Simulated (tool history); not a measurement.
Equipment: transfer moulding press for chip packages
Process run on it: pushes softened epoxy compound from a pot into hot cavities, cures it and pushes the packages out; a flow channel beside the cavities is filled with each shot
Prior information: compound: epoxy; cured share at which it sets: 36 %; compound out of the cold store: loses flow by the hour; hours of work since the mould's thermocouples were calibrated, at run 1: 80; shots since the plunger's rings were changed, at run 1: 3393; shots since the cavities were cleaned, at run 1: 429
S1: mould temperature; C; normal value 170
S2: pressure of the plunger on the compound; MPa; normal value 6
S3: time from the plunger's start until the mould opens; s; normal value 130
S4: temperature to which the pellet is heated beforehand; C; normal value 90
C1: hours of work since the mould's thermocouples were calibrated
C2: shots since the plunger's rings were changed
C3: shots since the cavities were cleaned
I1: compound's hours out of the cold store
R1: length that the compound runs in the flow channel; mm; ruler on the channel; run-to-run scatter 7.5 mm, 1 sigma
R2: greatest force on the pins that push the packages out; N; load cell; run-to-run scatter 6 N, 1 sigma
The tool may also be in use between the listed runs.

run	hour	S1	S2	S3	S4	C1	C2	C3	I1	R1	R2
1	0	170	6	130	90	80	3393	429	29.4	962	231
# hour 12.8: cavities cleaned with cleaning compound and waxed
2	57.7	170	6	130	90	122	3969	460	24.1	975	229
# hour 69.8: cavities cleaned with cleaning compound and waxed
3	113.8	170	6	130	90	163	4528	451	37.3	919	216
# hour 126.5: plunger's sealing rings changed
# hour 128: cavities cleaned with cleaning compound and waxed
4	158	170	6	130	90	193	308	308	10.4	1068	238
# hour 183.7: cavities cleaned with cleaning compound and waxed
5	201.7	170	6	130	90	224	741	185	26.8	978	222
# hour 240.6: cavities cleaned with cleaning compound and waxed
6	263.9	170	6	130	90	269	1363	239	10.4	1061	236
# hour 295.9: cavities cleaned with cleaning compound and waxed
7	308.9	170	6	130	90	302	1809	134	42.4	897	211
# hour 352.9: cavities cleaned with cleaning compound and waxed
8	358.5	170	6	130	90	338	2301	56	16.6	1043	224
9	398.8	170	6.66	130	90	368	2715	470	16.7	1101	244
# hour 407.8: cavities cleaned with cleaning compound and waxed
# hour 466.7: cavities cleaned with cleaning compound and waxed
10	466.7	170	6	130	90	416	3380	0	20.8	1024	229
# hour 475.2: mould's thermocouples calibrated
# hour 523: cavities cleaned with cleaning compound and waxed
11	544.9	170	6	130	90	51	4146	224	41.1	893	230
# hour 582.4: cavities cleaned with cleaning compound and waxed
12	582.4	164	6	131	90	78	4515	0	41.3	920	287
# hour 594.8: plunger's sealing rings changed
13	635.3	163	6.97	148	83	115	416	517	16.4	1132	284
# hour 643.9: cavities cleaned with cleaning compound and waxed
# hour 699.1: cavities cleaned with cleaning compound and waxed
14	712.4	169	5.49	140	88	171	1175	136	27.9	935	214
# hour 758.4: cavities cleaned with cleaning compound and waxed
15	765.5	169	5.49	114	88	209	1704	72	31.2	926	288
# hour 815.5: cavities cleaned with cleaning compound and waxed
16	831	169	5.49	114	88	257	2361	159	24.3	943	294
17	866.4	169	5.49	114	88	283	2724	522	42.7	853	283
# hour 872.4: cavities cleaned with cleaning compound and waxed
18	914.7	170	6	144	96	318	3204	435	11.8	1057	210
# hour 928.1: cavities cleaned with cleaning compound and waxed
# hour 988.5: cavities cleaned with cleaning compound and waxed
19	988.8	170	6	144	96	371	3932	3	35.4	924	210
# hour 1042.6: cavities cleaned with cleaning compound and waxed
# hour 1054.8: mould's thermocouples calibrated
# hour 1061.4: plunger's sealing rings changed
20	1061.4	170	6	130	85	3	0	146	38.4	917	235
# hour 1107.9: cavities cleaned with cleaning compound and waxed
21	1109.9	165	6	119	90	38	482	20	35	943	346
22	1159.1	170	6	130	99	75	987	525	15.8	1018	226

Here are 4 independent what-if runs from the current tool condition. What would each one return?
# hour 1164.6: cavities cleaned with cleaning compound and waxed
A	1212.8	166	6	130	95	114	1522	495	41.6	?	?
# hour 1164.6: cavities cleaned with cleaning compound and waxed
B	1212.8	170	6	145	90	114	1522	495	37.1	?	?
# hour 1164.6: cavities cleaned with cleaning compound and waxed
C	1212.8	170	6	136	99	114	1522	495	24.2	?	?
# hour 1164.6: cavities cleaned with cleaning compound and waxed
D	1212.8	167	6	140	99	114	1522	495	8.7	?	?

run	R1	R2
A	903	261
B	925	205
C	990	216
D	1092	237
Take away the tool's hidden state, keep each run's random variation, and the runs would have read:
run	R1	R2
A	904	258
B	926	203
C	991	213
D	1093	234
